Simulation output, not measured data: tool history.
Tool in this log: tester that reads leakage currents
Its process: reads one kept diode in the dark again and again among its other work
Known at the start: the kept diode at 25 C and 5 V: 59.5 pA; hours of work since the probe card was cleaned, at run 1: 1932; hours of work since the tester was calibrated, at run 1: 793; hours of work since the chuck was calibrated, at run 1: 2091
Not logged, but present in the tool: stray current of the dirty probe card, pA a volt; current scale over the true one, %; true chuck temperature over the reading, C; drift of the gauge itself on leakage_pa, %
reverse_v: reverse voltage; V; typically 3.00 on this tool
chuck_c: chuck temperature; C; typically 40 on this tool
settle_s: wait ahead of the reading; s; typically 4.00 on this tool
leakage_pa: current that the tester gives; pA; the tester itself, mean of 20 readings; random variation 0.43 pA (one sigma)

run    hour  reverse_v  chuck_c  settle_s  hours of work since the probe card was cleaned  hours of work since the tester was calibrated  hours of work since the chuck was calibrated  leakage_pa
  1     0.0       3.00       40      4.00                                            1932                                            793                                          2091      142.76
       22.8  -- chuck's temperature calibrated
  2    47.5       3.00       40      4.00                                            1955                                            816                                            13      142.86
  3   104.0       3.00       40      4.00                                            1984                                            845                                            41      143.02
  4   135.0       3.00       40      4.00                                            2000                                            860                                            57      143.33
  5   173.1       3.00       40      4.00                                            2019                                            880                                            76      143.58
  6   224.2       3.00       40      4.00                                            2045                                            906                                           102      142.83
  7   268.3       3.00       40      4.00                                            2067                                            928                                           124      143.00
  8   313.9       3.00       47      4.00                                            2090                                            951                                           147      225.89
  9   358.6       3.00       47      4.00                                            2113                                            974                                           170      224.77
 10   409.2       3.00       47      4.00                                            2138                                            999                                           196      226.02
 11   446.3       3.00       40      1.03                                            2157                                           1018                                           214      143.85
 12   495.8       3.00       40      1.03                                            2182                                           1043                                           239      143.75
 13   529.0       3.00       40      1.03                                            2199                                           1060                                           256      143.63
 14   567.4       3.00       40      4.00                                            2218                                           1079                                           276      143.30
 15   602.2       3.00       40      4.00                                            2236                                           1097                                           293      142.61
      627.8  -- probe card cleaned and baked
 16   643.9       3.00       40      4.00                                               8                                           1117                                           313      143.08
 17   675.7       3.00       20      4.00                                              24                                           1133                                           329       34.84
 18   722.0       1.49       20      4.00                                              48                                           1156                                           352       27.36
 19   747.4       1.49       20      4.00                                              61                                           1169                                           365       27.53
 20   774.7       1.49       20      4.00                                              74                                           1183                                           379       27.53
 21   820.3       1.49       20      4.00                                              97                                           1206                                           402       27.41
 22   846.6       1.49       20      4.00                                             111                                           1219                                           416       27.43
 23   886.9       1.49       20      4.00                                             131                                           1240                                           436       27.41
 24   945.7       1.49       20      4.00                                             161                                           1269                                           466       27.48
 25   984.0      16.94       45      0.55                                             180                                           1289                                           485      365.64
 26  1029.2      10.59       46      0.55                                             203                                           1312                                           508      331.37
 27  1077.9       8.21       46      0.55                                             228                                           1336                                           533      302.28
 28  1120.8       8.21       46      0.55                                             250                                           1358                                           554      301.74
 29  1157.6       7.34       21      3.69                                             268                                           1377                                           573       51.39
 30  1191.3       7.34       21      3.69                                             285                                           1394                                           590       50.89
 31  1226.3       5.72       21      0.54                                             303                                           1411                                           608       50.24
 32  1262.1       5.72       21      0.54                                             321                                           1430                                           626       50.34
 33  1295.2      10.55       22      2.34                                             338                                           1446                                           643       63.49
 34  1322.8       1.49       54      2.34                                             352                                           1460                                           657      275.01
 35  1363.4       1.88       39      1.26                                             372                                           1481                                           677      114.81
 36  1419.8       1.88       39      1.26                                             401                                           1509                                           706      115.53
 37  1474.2       2.61       39      1.26                                             429                                           1537                                           733      128.97
 38  1526.8       2.61       39      1.26                                             455                                           1564                                           760      127.54
 39  1575.6       2.61       39      1.26                                             480                                           1588                                           785      128.20

Below are 5 alternative next runs, each starting from the tool's condition after run 39. Predict each:
  A  1618.0       3.00       45      4.00                                             501                                           1610                                           806           ?
  B  1618.0       1.98       40      4.00                                             501                                           1610                                           806           ?
  C  1618.0       3.00       20      0.35                                             501                                           1610                                           806           ?
  D  1618.0       7.87       39      0.59                                             501                                           1610                                           806           ?
  E  1618.0       2.61       24      1.26                                             501                                           1610                                           806           ?

run  leakage_pa
  A      197.24
  B      124.07
  C       37.80
  D      189.31
  E       45.30
Take away the tool's hidden state, keep each run's random variation, and the runs would have read:
run  leakage_pa
  A      197.08
  B      123.97
  C       37.76
  D      189.14
  E       45.25
